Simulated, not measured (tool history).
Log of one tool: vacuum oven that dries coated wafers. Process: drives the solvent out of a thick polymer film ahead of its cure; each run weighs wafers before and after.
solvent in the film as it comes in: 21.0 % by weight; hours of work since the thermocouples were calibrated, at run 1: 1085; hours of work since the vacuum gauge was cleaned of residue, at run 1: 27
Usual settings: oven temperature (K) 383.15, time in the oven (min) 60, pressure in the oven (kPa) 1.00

run    day  oven temperature (K)  time in the oven (min)  pressure in the oven (kPa)  hours of work since the thermocouples were calibrated  hours of work since the vacuum gauge was cleaned of residue  solvent left in the film (%)
  1  0.000                383.15                      60                        1.00                                                   1085                                                           27                          2.58
  2  0.775                383.15                      60                        1.00                                                   1094                                                           36                          2.68
  3  1.517                383.15                      60                        0.77                                                   1103                                                           45                          2.38
  4  1.850                383.15                      60                        1.12                                                   1107                                                           49                          2.73
  5  2.629                383.15                      60                        1.12                                                   1117                                                           59                          2.80
  6  3.196                383.15                      60                        1.12                                                   1124                                                           66                          2.73
  7  3.629                383.15                      60                        1.12                                                   1129                                                           71                          2.76
  8  4.246                383.15                      87                        1.00                                                   1136                                                           78                          1.71
  9  4.675                383.15                      60                        1.00                                                   1142                                                           84                          2.64
 10  5.350                395.15                      60                        1.00                                                   1150                                                           92                          1.00
 11  5.692                383.15                      64                        1.00                                                   1154                                                           96                          2.43
 12  6.150                383.15                      60                        1.00                                                   1159                                                          101                          2.62
 13  6.725                381.15                      60                        1.75                                                   1166                                                          108                          4.01

Forecast run 14:
 14  7.212                381.15                      60                        1.75                                                   1172                                                          114                             ?

solvent left in the film (%): 3.82
Without the tool's hidden state the same run would have given solvent left in the film (%) 4.06.

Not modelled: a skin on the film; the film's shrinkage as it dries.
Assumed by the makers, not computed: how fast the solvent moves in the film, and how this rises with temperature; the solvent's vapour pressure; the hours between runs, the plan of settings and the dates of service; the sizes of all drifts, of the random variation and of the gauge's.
